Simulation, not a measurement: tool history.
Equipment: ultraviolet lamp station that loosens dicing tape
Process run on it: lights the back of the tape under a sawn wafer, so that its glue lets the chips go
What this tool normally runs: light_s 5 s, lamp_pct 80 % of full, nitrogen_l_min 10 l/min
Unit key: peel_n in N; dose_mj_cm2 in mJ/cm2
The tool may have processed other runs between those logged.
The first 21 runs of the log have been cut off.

run     day  light_s  lamp_pct  nitrogen_l_min  peel_n  dose_mj_cm2
 22  40.517        8        69               7   0.334          766
 23  42.046        8        69               7   0.322          774
 24  43.925        3        88              17   0.624          368
 25  45.392        5        75              10   0.491          532
 26  46.442        7        82              10   0.294          797
 27  47.479        7        69               5   0.501          667
 28  48.912        7        69               5   0.511          674
 29  51.292        7        72               5   0.458          703
     51.879  -- window cleaned of glue's vapour
 30  53.679        7        72               5   0.463          702
 31  56.233        7        72               5   0.469          705
 32  57.629        3        72               5   1.678          299
 33  59.229        3        96               3   1.610          401
 34  61.242        4        61               9   1.055          341
 35  63.604        4        61               9   1.044          338
 36  64.662        4        61               9   1.033          337
 37  66.942        5        90               7   0.439          631
 38  69.392        5        90               7   0.461          626

Predict each of these 4 candidate next runs independently; none follows another, all start after run 38:
  A  70.896        5        63               7       ?            ?
  B  70.896        4        85              15       ?            ?
  C  70.896        5        66               7       ?            ?
  D  70.896        6        80              14       ?            ?

run  peel_n  dose_mj_cm2
  A   0.821          444
  B   0.454          478
  C   0.751          456
  D   0.292          667
Stripped of hidden state, with their random variation kept, the same runs would have yielded:
run  peel_n  dose_mj_cm2
  A   0.819          444
  B   0.453          478
  C   0.749          457
  D   0.292          668

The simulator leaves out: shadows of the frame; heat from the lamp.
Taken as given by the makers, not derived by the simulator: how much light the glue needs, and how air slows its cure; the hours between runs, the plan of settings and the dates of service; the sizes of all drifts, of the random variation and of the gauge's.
